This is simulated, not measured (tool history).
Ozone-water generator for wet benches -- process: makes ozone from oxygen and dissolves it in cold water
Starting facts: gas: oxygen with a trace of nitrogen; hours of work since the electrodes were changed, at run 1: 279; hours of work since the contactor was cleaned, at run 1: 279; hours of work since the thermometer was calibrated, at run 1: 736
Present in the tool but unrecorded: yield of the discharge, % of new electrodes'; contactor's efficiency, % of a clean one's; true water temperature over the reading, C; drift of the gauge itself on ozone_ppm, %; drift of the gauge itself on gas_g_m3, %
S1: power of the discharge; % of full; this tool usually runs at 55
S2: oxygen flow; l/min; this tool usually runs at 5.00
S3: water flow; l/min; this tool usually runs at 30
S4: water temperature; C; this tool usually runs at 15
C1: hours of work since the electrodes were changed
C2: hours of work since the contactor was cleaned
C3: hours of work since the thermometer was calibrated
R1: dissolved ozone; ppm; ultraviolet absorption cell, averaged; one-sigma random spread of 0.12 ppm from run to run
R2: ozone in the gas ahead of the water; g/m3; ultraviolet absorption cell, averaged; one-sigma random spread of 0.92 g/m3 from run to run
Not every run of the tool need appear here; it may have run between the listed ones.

Run 1, hour 0.0: usual settings; C1 279; C2 279; C3 736. Result: R1 12.6 ppm, R2 155.5 g/m3.
Run 2, hour 41.1: usual settings; C1 306; C2 306; C3 763. Result: R1 12.2 ppm, R2 155.5 g/m3.
Run 3, hour 75.1: usual settings; C1 328; C2 328; C3 785. Result: R1 12.3 ppm, R2 153.4 g/m3.
Run 4, hour 93.2: usual settings; C1 340; C2 340; C3 797. Result: R1 12.4 ppm, R2 155.2 g/m3.
Run 5, hour 133.0: usual settings but S3 18 l/min; C1 366; C2 366; C3 823. Result: R1 18.9 ppm, R2 155.0 g/m3.
Run 6, hour 166.5: usual settings; C1 388; C2 388; C3 845. Result: R1 12.2 ppm, R2 154.1 g/m3.
Run 7, hour 198.2: usual settings but S3 24 l/min; C1 408; C2 408; C3 866. Result: R1 14.9 ppm, R2 152.3 g/m3.
Run 8, hour 230.8: usual settings but S3 24 l/min; C1 430; C2 430; C3 887. Result: R1 15.0 ppm, R2 155.2 g/m3.
Run 9, hour 254.1: usual settings but S3 24 l/min; C1 445; C2 445; C3 902. Result: R1 15.0 ppm, R2 155.1 g/m3.
Run 10, hour 280.9: usual settings but S3 24 l/min; C1 462; C2 462; C3 919. Result: R1 14.9 ppm, R2 155.0 g/m3.
Run 11, hour 322.3: usual settings but S3 24 l/min, S4 7 C; C1 489; C2 489; C3 946. Result: R1 16.2 ppm, R2 154.8 g/m3.
Run 12, hour 357.7: usual settings but S3 24 l/min, S4 7 C; C1 512; C2 512; C3 969. Result: R1 16.2 ppm, R2 153.2 g/m3.
Run 13, hour 397.8: usual settings but S2 5.48 l/min, S3 22 l/min, S4 18 C; C1 538; C2 538; C3 996. Result: R1 15.3 ppm, R2 144.9 g/m3.
Run 14, hour 431.1: usual settings but S4 14 C; C1 560; C2 560; C3 1017. Result: R1 12.5 ppm, R2 154.5 g/m3.
Run 15, hour 463.7: usual settings but S1 57 % of full, S2 4.79 l/min, S3 44 l/min, S4 13 C; C1 581; C2 581; C3 1039. Result: R1 8.8 ppm, R2 163.9 g/m3.
Run 16, hour 492.4: usual settings but S2 3.79 l/min, S3 35 l/min, S4 20 C; C1 600; C2 600; C3 1057. Result: R1 10.0 ppm, R2 185.7 g/m3.
Run 17, hour 534.4: usual settings but S1 53 % of full, S2 6.31 l/min, S3 21 l/min, S4 16 C; C1 627; C2 627; C3 1085. Result: R1 15.4 ppm, R2 126.9 g/m3.
Run 18, hour 560.6: usual settings but S1 53 % of full, S2 6.31 l/min, S3 21 l/min, S4 16 C; C1 644; C2 644; C3 1102. Result: R1 15.5 ppm, R2 126.5 g/m3.
Run 19, hour 581.0: usual settings but S1 89 % of full, S3 44 l/min, S4 10 C; C1 658; C2 658; C3 1115. Result: R1 13.4 ppm, R2 238.1 g/m3.
Run 20, hour 598.5: usual settings but S1 89 % of full, S2 5.83 l/min, S3 22 l/min, S4 20 C; C1 669; C2 669; C3 1126. Result: R1 22.6 ppm, R2 212.8 g/m3.
Run 21, hour 637.4: usual settings but S1 88 % of full, S2 5.83 l/min, S3 22 l/min, S4 12 C; C1 694; C2 694; C3 1152. Result: R1 25.1 ppm, R2 210.2 g/m3.
Run 22, hour 675.1: usual settings but S1 78 % of full, S2 6.17 l/min, S3 25 l/min, S4 10 C; C1 719; C2 719; C3 1176. Result: R1 20.2 ppm, R2 181.2 g/m3.

Consider 4 possible next runs. They are alternatives, not a sequence: every one starts from the tool as it was left by run 22. What does each give?
Run A, hour 692.5: usual settings but S3 19 l/min; C1 730; C2 730; C3 1188. Result: R1 ?, R2 ?.
Run B, hour 692.5: usual settings but S1 78 % of full, S2 6.17 l/min, S3 40 l/min, S4 9 C; C1 730; C2 730; C3 1188. Result: R1 ?, R2 ?.
Run C, hour 692.5: usual settings but S1 42 % of full, S4 14 C; C1 730; C2 730; C3 1188. Result: R1 ?, R2 ?.
Run D, hour 692.5: usual settings but S1 69 % of full, S2 2.68 l/min, S3 25 l/min, S4 10 C; C1 730; C2 730; C3 1188. Result: R1 ?, R2 ?.

run    R1     R2
  A  17.9  154.3
  B  13.3  182.0
  C   9.6  119.8
  D  18.3  290.5
The same runs, with their run-to-run variation unchanged, on a tool lacking any hidden condition would have given:
run    R1     R2
  A  18.3  156.0
  B  13.7  184.8
  C   9.8  120.7
  D  18.8  294.6
